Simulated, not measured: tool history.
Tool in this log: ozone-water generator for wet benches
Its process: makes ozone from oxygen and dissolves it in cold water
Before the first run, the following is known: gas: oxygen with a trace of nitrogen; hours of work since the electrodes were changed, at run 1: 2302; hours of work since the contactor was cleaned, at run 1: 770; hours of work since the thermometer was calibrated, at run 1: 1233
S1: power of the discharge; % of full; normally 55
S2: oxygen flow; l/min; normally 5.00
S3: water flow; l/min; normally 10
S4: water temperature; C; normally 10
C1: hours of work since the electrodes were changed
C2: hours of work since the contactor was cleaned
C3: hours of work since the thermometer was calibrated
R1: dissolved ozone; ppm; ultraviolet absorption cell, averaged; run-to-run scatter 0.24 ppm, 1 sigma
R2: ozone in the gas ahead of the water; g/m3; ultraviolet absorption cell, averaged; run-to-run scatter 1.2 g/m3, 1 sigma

Run 1, day 0.000: usual settings; C1 2302; C2 770; C3 1233. Result: R1 34.8 ppm, R2 216.2 g/m3.
Run 2, day 4.175: usual settings; C1 2395; C2 864; C3 1326. Result: R1 34.5 ppm, R2 217.9 g/m3.
Run 3, day 7.821: usual settings; C1 2476; C2 945; C3 1408. Result: R1 34.3 ppm, R2 219.5 g/m3.
Run 4, day 11.862: usual settings; C1 2567; C2 1035; C3 1498. Result: R1 34.2 ppm, R2 218.2 g/m3.
Run 5, day 15.438: usual settings; C1 2646; C2 1115; C3 1578. Result: R1 34.2 ppm, R2 216.8 g/m3.
Run 6, day 19.604: usual settings; C1 2739; C2 1208; C3 1670. Result: R1 33.9 ppm, R2 217.7 g/m3.
Run 7, day 25.200: usual settings but S4 11 C; C1 2864; C2 1333; C3 1795. Result: R1 33.8 ppm, R2 215.2 g/m3.
Run 8, day 27.971: usual settings but S4 11 C; C1 2926; C2 1395; C3 1857. Result: R1 32.8 ppm, R2 216.5 g/m3.
Run 9, day 31.867: usual settings but S4 11 C; C1 3013; C2 1481; C3 1944. Result: R1 33.4 ppm, R2 216.0 g/m3.
Run 10, day 37.825: usual settings but S4 11 C; C1 3146; C2 1614; C3 2077. Result: R1 33.6 ppm, R2 216.4 g/m3.
Run 11, day 41.692: usual settings but S2 7.39 l/min, S4 7 C; C1 3232; C2 1701; C3 2163. Result: R1 35.9 ppm, R2 183.5 g/m3.
Run 12, day 46.188: usual settings but S1 96 % of full, S2 5.46 l/min, S3 6 l/min, S4 7 C; C1 3332; C2 1801; C3 2263. Result: R1 77.0 ppm, R2 309.6 g/m3.
Run 13, day 51.867: usual settings but S1 89 % of full, S2 5.46 l/min, S3 7 l/min, S4 7 C; C1 3459; C2 1928; C3 2390. Result: R1 66.1 ppm, R2 297.0 g/m3.
Run 14, day 55.738: usual settings but S1 89 % of full, S2 5.46 l/min, S3 7 l/min, S4 7 C; C1 3545; C2 2014; C3 2477. Result: R1 65.6 ppm, R2 292.6 g/m3.
Run 15, day 59.500: usual settings but S1 61 % of full, S3 11 l/min, S4 12 C; C1 3629; C2 2098; C3 2560. Result: R1 32.2 ppm, R2 229.2 g/m3.
At day 63.333: water thermometer calibrated.
Run 16, day 63.517: usual settings but S1 60 % of full, S3 8 l/min, S4 11 C; C1 3718; C2 2187; C3 4. Result: R1 41.5 ppm, R2 224.1 g/m3.
Run 17, day 68.817: usual settings but S1 61 % of full, S2 5.46 l/min, S3 14 l/min, S4 9 C; C1 3837; C2 2305; C3 122. Result: R1 27.2 ppm, R2 220.9 g/m3.
Run 18, day 71.525: usual settings but S1 61 % of full, S2 5.46 l/min, S3 14 l/min, S4 9 C; C1 3897; C2 2366; C3 183. Result: R1 27.2 ppm, R2 220.2 g/m3.
Run 19, day 77.192: usual settings but S1 89 % of full, S2 7.16 l/min, S3 15 l/min, S4 14 C; C1 4023; C2 2492; C3 309. Result: R1 31.1 ppm, R2 260.4 g/m3.

Difference, measured minus no-hidden-state, one row per run. Run-to-run variation is common to both terms; the gauge's own scatter need not be:
Hidden state at play: yield of the discharge, % of new electrodes'; contactor's efficiency, % of a clean one's; true water temperature over the reading, C; drift of the gauge itself on ozone_ppm, %; drift of the gauge itself on gas_g_m3, %.
run    R1     R2
  1  -1.5   -8.8
  2  -1.6   -9.1
  3  -1.7   -9.5
  4  -1.7   -9.7
  5  -1.8  -10.0
  6  -1.8  -10.3
  7  -1.9  -10.6
  8  -1.9  -10.8
  9  -1.9  -11.2
 10  -2.0  -11.8
 11  -2.3  -10.2
 12  -7.3  -27.2
 13  -6.2  -25.7
 14  -6.3  -26.1
 15  -2.5  -15.6
 16  -3.2  -15.5
 17  -2.2  -16.0
 18  -2.3  -16.1
 19  -3.5  -26.1

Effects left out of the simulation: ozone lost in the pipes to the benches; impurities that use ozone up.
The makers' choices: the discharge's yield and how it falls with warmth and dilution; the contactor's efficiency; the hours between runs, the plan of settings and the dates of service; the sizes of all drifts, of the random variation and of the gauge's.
